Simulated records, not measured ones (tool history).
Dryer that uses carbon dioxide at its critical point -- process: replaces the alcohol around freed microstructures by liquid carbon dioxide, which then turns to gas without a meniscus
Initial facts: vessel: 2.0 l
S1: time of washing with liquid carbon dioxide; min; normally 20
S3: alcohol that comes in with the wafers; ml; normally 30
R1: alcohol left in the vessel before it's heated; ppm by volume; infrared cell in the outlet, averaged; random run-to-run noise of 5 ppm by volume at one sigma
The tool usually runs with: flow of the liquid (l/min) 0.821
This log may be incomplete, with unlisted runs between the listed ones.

{"run": 1, "day": 0.0, "S1": 20, "flow of the liquid (l/min)": 0.821, "S3": 30, "R1": 134}
{"run": 2, "day": 1.542, "S1": 20, "flow of the liquid (l/min)": 0.821, "S3": 30, "R1": 133}
{"run": 3, "day": 3.875, "S1": 20, "flow of the liquid (l/min)": 0.821, "S3": 30, "R1": 133}
{"run": 4, "day": 5.579, "S1": 20, "flow of the liquid (l/min)": 0.821, "S3": 30, "R1": 150}
{"run": 5, "day": 7.196, "S1": 20, "flow of the liquid (l/min)": 0.821, "S3": 20, "R1": 134}
{"run": 6, "day": 9.892, "S1": 20, "flow of the liquid (l/min)": 0.821, "S3": 20, "R1": 141}
{"run": 7, "day": 11.888, "S1": 20, "flow of the liquid (l/min)": 0.821, "S3": 86, "R1": 251}
{"run": 8, "day": 14.4, "S1": 20, "flow of the liquid (l/min)": 0.821, "S3": 86, "R1": 256}
{"run": 9, "day": 17.129, "S1": 31, "flow of the liquid (l/min)": 1.236, "S3": 116, "R1": 132}
{"run": 10, "day": 18.512, "S1": 31, "flow of the liquid (l/min)": 1.236, "S3": 116, "R1": 135}
{"run": 11, "day": 20.138, "S1": 31, "flow of the liquid (l/min)": 0.531, "S3": 51, "R1": 232}
{"run": 12, "day": 22.146, "S1": 31, "flow of the liquid (l/min)": 0.531, "S3": 51, "R1": 238}
{"run": 13, "day": 24.529, "S1": 13, "flow of the liquid (l/min)": 1.287, "S3": 30, "R1": 190}

For run 14, what comes out?
{"run": 14, "day": 26.133, "S1": 20, "flow of the liquid (l/min)": 0.821, "S3": 43, "R1": "?"}

{"run 14": {"R1": 236}}
With no hidden state in the tool, this same run would have given R1 55 ppm by volume.
